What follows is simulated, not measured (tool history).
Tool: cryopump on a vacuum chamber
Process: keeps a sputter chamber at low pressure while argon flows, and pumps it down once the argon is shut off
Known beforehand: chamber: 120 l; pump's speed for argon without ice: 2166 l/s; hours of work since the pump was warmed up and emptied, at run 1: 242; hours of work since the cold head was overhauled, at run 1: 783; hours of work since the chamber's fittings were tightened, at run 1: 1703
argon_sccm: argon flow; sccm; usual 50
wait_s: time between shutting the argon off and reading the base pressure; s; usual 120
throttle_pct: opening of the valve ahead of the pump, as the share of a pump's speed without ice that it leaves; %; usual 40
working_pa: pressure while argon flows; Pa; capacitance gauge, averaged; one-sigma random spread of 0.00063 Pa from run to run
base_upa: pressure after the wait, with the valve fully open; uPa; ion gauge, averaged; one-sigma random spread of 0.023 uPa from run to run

run,hour,argon_sccm,wait_s,throttle_pct,hours of work since the pump was warmed up and emptied,hours of work since the cold head was overhauled,hours of work since the chamber's fittings were tightened,working_pa,base_upa
1,0,50,120,40,242,783,1703,0.1024,1.33
2,50.8,50,120,40,265,805,1726,0.1041,1.38
3,89.9,50,120,40,282,823,1743,0.1051,1.4
4,120.5,50,120,40,296,836,1757,0.1041,1.45
5,156.4,50,120,40,312,852,1773,0.1055,1.44
6,192.1,50,120,40,328,868,1789,0.1071,1.48
7,230.3,50,120,40,345,885,1806,0.1045,1.42
8,256.1,50,120,40,356,897,1817,0.1061,1.44
9,305.7,50,120,22,379,919,1839,0.1858,1.49
10,331.6,50,120,22,390,930,1851,0.1859,1.52
11,381.4,50,120,40,412,952,1873,0.1085,1.51
12,416.4,50,120,37,428,968,1889,0.1156,1.5
13,440.3,50,120,25,439,979,1899,0.1675,1.55
14,489.9,28,120,40,461,1001,1921,0.0612,1.59
15,522.5,52,120,40,475,1015,1936,0.1127,1.52
16,548,50,120,16,487,1027,1947,0.2573,1.6
17,593.3,50,120,16,507,1047,1967,0.2562,1.61
18,638,20,120,16,527,1067,1987,0.1034,1.67
# hour 664.9: pump warmed up, emptied and cooled again
19,678.7,20,120,16,6,1083,2003,0.0986,1.34
20,708.1,50,108,50,19,1096,2016,0.0788,1.49
21,735.8,21,49,15,32,1108,2029,0.1086,2.24
22,765.1,59,52,26,45,1121,2042,0.18,2.12
23,790.5,34,120,17,56,1133,2053,0.158,1.46
24,822.2,50,28,35,70,1147,2067,0.1131,3.18
# hour 852.2: leaking fittings of the chamber tightened, without venting
25,852.2,53,120,16,83,1159,0,0.2608,0.7
26,884.8,24,50,18,97,1174,15,0.1055,1.51
27,923.1,50,128,48,114,1191,32,0.0841,0.68
28,968.3,24,120,44,134,1211,52,0.0454,0.76
29,996.7,24,120,44,147,1224,64,0.0449,0.76
30,1046.1,36,93,20,169,1246,86,0.1442,0.98
31,1067.6,36,93,20,179,1255,96,0.145,0.94
32,1116.7,58,89,16,201,1277,118,0.2861,0.95
33,1143.3,94,120,40,212,1289,130,0.1921,0.77
34,1184.9,66,167,28,231,1308,148,0.1919,0.63

4 ways to go on from here, each from the tool as it stands after run 34. What would each give?
A,1231,53,167,28,251,1328,169,?,?
B,1231,27,20,34,251,1328,169,?,?
C,1231,72,29,28,251,1328,169,?,?
D,1231,50,120,15,251,1328,169,?,?

run,working_pa,base_upa
A,0.1539,0.68
B,0.0649,3.67
C,0.2107,2.65
D,0.2668,0.81
Without the tool's unlogged condition, the same runs would have read:
run,working_pa,base_upa
A,0.1468,0.58
B,0.0613,3.57
C,0.201,2.55
D,0.2601,0.7
